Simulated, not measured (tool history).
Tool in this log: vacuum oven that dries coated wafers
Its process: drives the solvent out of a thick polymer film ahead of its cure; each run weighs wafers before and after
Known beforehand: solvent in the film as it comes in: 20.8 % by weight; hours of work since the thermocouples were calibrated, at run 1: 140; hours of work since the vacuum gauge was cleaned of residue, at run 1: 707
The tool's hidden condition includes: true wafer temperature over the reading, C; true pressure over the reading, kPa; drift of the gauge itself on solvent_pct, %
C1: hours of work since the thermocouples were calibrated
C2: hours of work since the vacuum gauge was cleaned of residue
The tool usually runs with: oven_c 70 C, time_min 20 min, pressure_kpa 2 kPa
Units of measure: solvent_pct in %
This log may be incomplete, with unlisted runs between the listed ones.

{"run": 1, "day": 0.0, "oven_c": 70, "time_min": 20, "pressure_kpa": 2, "C1": 140, "C2": 707, "solvent_pct": 6.81}
{"run": 2, "day": 2.117, "oven_c": 70, "time_min": 20, "pressure_kpa": 2, "C1": 167, "C2": 734, "solvent_pct": 6.89}
{"run": 3, "day": 4.742, "oven_c": 70, "time_min": 20, "pressure_kpa": 2, "C1": 201, "C2": 768, "solvent_pct": 6.87}
{"run": 4, "day": 7.608, "oven_c": 70, "time_min": 20, "pressure_kpa": 2, "C1": 239, "C2": 805, "solvent_pct": 6.89}
{"run": 5, "day": 9.908, "oven_c": 70, "time_min": 20, "pressure_kpa": 1.06, "C1": 268, "C2": 835, "solvent_pct": 6.13}
{"run": 6, "day": 14.067, "oven_c": 70, "time_min": 20, "pressure_kpa": 1.06, "C1": 322, "C2": 889, "solvent_pct": 6.13}
{"run": 7, "day": 18.1, "oven_c": 70, "time_min": 20, "pressure_kpa": 3.47, "C1": 375, "C2": 941, "solvent_pct": 8.41}
{"run": 8, "day": 22.321, "oven_c": 69, "time_min": 20, "pressure_kpa": 2, "C1": 429, "C2": 996, "solvent_pct": 7.42}
{"run": 9, "day": 24.067, "oven_c": 69, "time_min": 20, "pressure_kpa": 2, "C1": 452, "C2": 1019, "solvent_pct": 7.37}
{"run": 10, "day": 27.696, "oven_c": 69, "time_min": 12, "pressure_kpa": 2, "C1": 499, "C2": 1066, "solvent_pct": 10.18}
{"run": 11, "day": 30.929, "oven_c": 62, "time_min": 12, "pressure_kpa": 2, "C1": 541, "C2": 1108, "solvent_pct": 12.71}
{"run": 12, "day": 33.262, "oven_c": 62, "time_min": 12, "pressure_kpa": 2, "C1": 571, "C2": 1138, "solvent_pct": 12.47}
{"run": 13, "day": 36.3, "oven_c": 70, "time_min": 20, "pressure_kpa": 2, "C1": 610, "C2": 1177, "solvent_pct": 7.14}
{"run": 14, "day": 38.521, "oven_c": 70, "time_min": 26, "pressure_kpa": 2, "C1": 639, "C2": 1206, "solvent_pct": 5.89}
{"run": 15, "day": 41.867, "oven_c": 70, "time_min": 26, "pressure_kpa": 2, "C1": 682, "C2": 1249, "solvent_pct": 5.83}
{"run": 16, "day": 45.312, "oven_c": 70, "time_min": 13, "pressure_kpa": 2, "C1": 727, "C2": 1294, "solvent_pct": 9.57}
{"run": 17, "day": 49.229, "oven_c": 70, "time_min": 20, "pressure_kpa": 5.11, "C1": 778, "C2": 1345, "solvent_pct": 10.34}
{"run": 18, "day": 52.117, "oven_c": 70, "time_min": 20, "pressure_kpa": 5.11, "C1": 815, "C2": 1382, "solvent_pct": 10.31}
{"run": 19, "day": 55.538, "oven_c": 81, "time_min": 20, "pressure_kpa": 2, "C1": 860, "C2": 1427, "solvent_pct": 3.63}
{"run": 20, "day": 58.283, "oven_c": 67, "time_min": 20, "pressure_kpa": 1.29, "C1": 895, "C2": 1462, "solvent_pct": 7.88}
{"run": 21, "day": 60.012, "oven_c": 67, "time_min": 20, "pressure_kpa": 1.29, "C1": 918, "C2": 1485, "solvent_pct": 7.88}
{"run": 22, "day": 62.329, "oven_c": 81, "time_min": 13, "pressure_kpa": 4.62, "C1": 948, "C2": 1515, "solvent_pct": 7.37}
{"run": 23, "day": 65.517, "oven_c": 81, "time_min": 13, "pressure_kpa": 4.62, "C1": 989, "C2": 1556, "solvent_pct": 7.44}
{"run": 24, "day": 69.792, "oven_c": 81, "time_min": 13, "pressure_kpa": 4.62, "C1": 1044, "C2": 1611, "solvent_pct": 7.4}
{"run": 25, "day": 72.958, "oven_c": 56, "time_min": 18, "pressure_kpa": 4.62, "C1": 1085, "C2": 1652, "solvent_pct": 16.47}
{"run": 26, "day": 77.021, "oven_c": 56, "time_min": 19, "pressure_kpa": 4.02, "C1": 1138, "C2": 1705, "solvent_pct": 15.59}
{"day": 78.417, "done": "oven's thermocouples calibrated"}
{"run": 27, "day": 80.621, "oven_c": 64, "time_min": 19, "pressure_kpa": 2.05, "C1": 29, "C2": 1751, "solvent_pct": 9.72}
{"run": 28, "day": 82.683, "oven_c": 72, "time_min": 32, "pressure_kpa": 2.78, "C1": 55, "C2": 1777, "solvent_pct": 5.01}
{"run": 29, "day": 84.883, "oven_c": 75, "time_min": 22, "pressure_kpa": 4.37, "C1": 84, "C2": 1806, "solvent_pct": 6.76}
{"run": 30, "day": 88.921, "oven_c": 70, "time_min": 20, "pressure_kpa": 1.29, "C1": 136, "C2": 1858, "solvent_pct": 6.42}
{"run": 31, "day": 91.088, "oven_c": 70, "time_min": 20, "pressure_kpa": 1.29, "C1": 164, "C2": 1886, "solvent_pct": 6.43}
{"run": 32, "day": 94.938, "oven_c": 73, "time_min": 20, "pressure_kpa": 1.68, "C1": 214, "C2": 1936, "solvent_pct": 5.73}
{"run": 33, "day": 97.65, "oven_c": 55, "time_min": 20, "pressure_kpa": 6.06, "C1": 249, "C2": 1971, "solvent_pct": 18.06}
{"run": 34, "day": 100.15, "oven_c": 78, "time_min": 19, "pressure_kpa": 1.45, "C1": 282, "C2": 2004, "solvent_pct": 4.15}
{"run": 35, "day": 103.704, "oven_c": 70, "time_min": 23, "pressure_kpa": 2.11, "C1": 328, "C2": 2050, "solvent_pct": 6.6}
{"run": 36, "day": 106.138, "oven_c": 70, "time_min": 12, "pressure_kpa": 6.19, "C1": 359, "C2": 2081, "solvent_pct": 13.1}
{"run": 37, "day": 109.271, "oven_c": 70, "time_min": 12, "pressure_kpa": 6.19, "C1": 400, "C2": 2122, "solvent_pct": 13.15}

5 options for the next run, each taken on its own from the tool as it stands now. Forecast them:
{"run": "A", "day": 111.604, "oven_c": 74, "time_min": 14, "pressure_kpa": 1.21, "C1": 430, "C2": 2152, "solvent_pct": "?"}
{"run": "B", "day": 111.604, "oven_c": 68, "time_min": 12, "pressure_kpa": 6.19, "C1": 430, "C2": 2152, "solvent_pct": "?"}
{"run": "C", "day": 111.604, "oven_c": 70, "time_min": 14, "pressure_kpa": 2, "C1": 430, "C2": 2152, "solvent_pct": "?"}
{"run": "D", "day": 111.604, "oven_c": 66, "time_min": 12, "pressure_kpa": 6.19, "C1": 430, "C2": 2152, "solvent_pct": "?"}
{"run": "E", "day": 111.604, "oven_c": 70, "time_min": 12, "pressure_kpa": 2.97, "C1": 430, "C2": 2152, "solvent_pct": "?"}

run=A solvent_pct=7.05
run=B solvent_pct=13.88
run=C solvent_pct=9.17
run=D solvent_pct=14.7
run=E solvent_pct=10.77
What these runs would have given with no unlogged condition in the tool:
run=A solvent_pct=6.29
run=B solvent_pct=13.04
run=C solvent_pct=8.35
run=D solvent_pct=13.86
run=E solvent_pct=9.98

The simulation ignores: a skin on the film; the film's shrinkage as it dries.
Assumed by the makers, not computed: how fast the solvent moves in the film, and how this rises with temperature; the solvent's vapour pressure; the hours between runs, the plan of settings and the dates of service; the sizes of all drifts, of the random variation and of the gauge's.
